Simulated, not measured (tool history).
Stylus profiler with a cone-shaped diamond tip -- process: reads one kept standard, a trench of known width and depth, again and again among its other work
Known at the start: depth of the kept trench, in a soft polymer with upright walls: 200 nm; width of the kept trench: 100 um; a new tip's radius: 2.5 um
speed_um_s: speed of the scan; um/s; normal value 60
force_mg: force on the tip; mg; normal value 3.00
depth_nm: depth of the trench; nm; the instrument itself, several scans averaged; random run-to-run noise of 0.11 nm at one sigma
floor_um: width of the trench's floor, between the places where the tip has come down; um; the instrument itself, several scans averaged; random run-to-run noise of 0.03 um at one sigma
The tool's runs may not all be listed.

| run | hour | speed_um_s | force_mg | depth_nm | floor_um |
|---|---|---|---|---|---|
| 1 | 0.0 | 60 | 3.00 | 201.62 | 96.70 |
| 2 | 63.5 | 60 | 3.00 | 201.77 | 96.63 |
| 3 | 102.5 | 60 | 3.00 | 201.41 | 96.63 |
| 4 | 152.6 | 60 | 3.61 | 202.03 | 96.62 |
| 5 | 185.4 | 60 | 3.00 | 201.47 | 96.61 |
| 6 | 219.8 | 60 | 3.00 | 201.59 | 96.55 |
| 7 | 258.0 | 60 | 3.00 | 201.58 | 96.57 |
| 8 | 309.8 | 60 | 3.00 | 201.55 | 96.56 |
| 9 | 340.8 | 60 | 3.00 | 201.57 | 96.51 |
| 10 | 387.1 | 60 | 3.00 | 201.58 | 96.50 |
| 11 | 431.5 | 60 | 3.00 | 201.56 | 96.52 |
| 12 | 459.6 | 60 | 3.00 | 201.42 | 96.48 |
| 13 | 495.5 | 60 | 3.00 | 201.60 | 96.47 |
| 14 | 556.1 | 60 | 3.00 | 201.41 | 96.40 |
| 15 | 588.0 | 60 | 3.00 | 201.41 | 96.39 |
| 16 | 619.5 | 20 | 3.00 | 201.33 | 96.52 |
| 17 | 682.3 | 20 | 3.00 | 201.49 | 96.44 |
| 18 | 742.0 | 60 | 3.00 | 201.13 | 96.40 |
| 19 | 787.0 | 60 | 3.00 | 201.31 | 96.33 |
| 20 | 827.4 | 60 | 5.83 | 202.88 | 96.37 |
| 21 | 860.2 | 84 | 3.00 | 201.11 | 96.20 |
| 22 | 917.2 | 21 | 3.00 | 201.10 | 96.40 |
|  | 932.4 | height scale calibrated on a step standard |
| 23 | 961.6 | 22 | 3.27 | 203.27 | 96.36 |
|  | 982.9 | new tip fitted, height scale calibrated |
| 24 | 1023.9 | 22 | 3.27 | 203.30 | 97.88 |
| 25 | 1070.8 | 131 | 1.70 | 201.94 | 97.44 |
| 26 | 1127.1 | 30 | 8.59 | 206.26 | 97.87 |
| 27 | 1172.4 | 155 | 3.00 | 202.97 | 97.38 |
| 28 | 1221.8 | 155 | 3.00 | 202.98 | 97.37 |
| 29 | 1268.7 | 107 | 3.82 | 203.16 | 97.54 |
| 30 | 1295.7 | 29 | 6.26 | 204.93 | 97.74 |
| 31 | 1356.8 | 138 | 2.95 | 202.76 | 97.30 |
| 32 | 1405.6 | 36 | 7.76 | 205.82 | 97.68 |
| 33 | 1459.8 | 18 | 1.18 | 201.24 | 97.55 |
| 34 | 1512.9 | 206 | 1.33 | 201.52 | 96.75 |
| 35 | 1558.5 | 25 | 1.35 | 201.41 | 97.52 |
| 36 | 1598.8 | 134 | 2.98 | 202.80 | 97.20 |
| 37 | 1654.9 | 134 | 2.98 | 202.59 | 97.17 |
| 38 | 1689.1 | 24 | 1.01 | 201.02 | 97.40 |
| 39 | 1736.0 | 69 | 3.00 | 202.59 | 97.37 |
| 40 | 1790.6 | 109 | 1.77 | 201.52 | 97.05 |
| 41 | 1821.5 | 123 | 5.88 | 204.32 | 97.16 |

Pick out some run-to-run changes in depth_nm. Of each, how much would a tool without hidden state show as well, from the settings, what came in and chance, and how much is left for the hidden state and any gauge scatter not in both results compared?
Hidden state present: radius of the tip, um; height scale over the true one, %; drift of the gauge itself on depth_nm, %; drift of the gauge itself on floor_um, %.
Run 7 -> 8: no setting changed, nothing entered. depth_nm -0.03 nm: hidden state -0.04, all else +0.01.
Run 22 -> 23: speed_um_s 21 -> 22, force_mg 3.00 -> 3.27, height scale calibrated on a step standard. depth_nm +2.17 nm: hidden state +1.93, all else +0.24.
Run 23 -> 24: new tip fitted, height scale calibrated. depth_nm +0.03 nm: hidden state +0.06, all else -0.03.
Run 25 -> 26: speed_um_s 131 -> 30, force_mg 1.70 -> 8.59. depth_nm +4.32 nm: hidden state -0.04, all else +4.36.
Run 26 -> 27: speed_um_s 30 -> 155, force_mg 8.59 -> 3.00. depth_nm -3.29 nm: hidden state -0.02, all else -3.27.
Run 32 -> 33: speed_um_s 36 -> 18, force_mg 7.76 -> 1.18. depth_nm -4.58 nm: hidden state -0.03, all else -4.55.
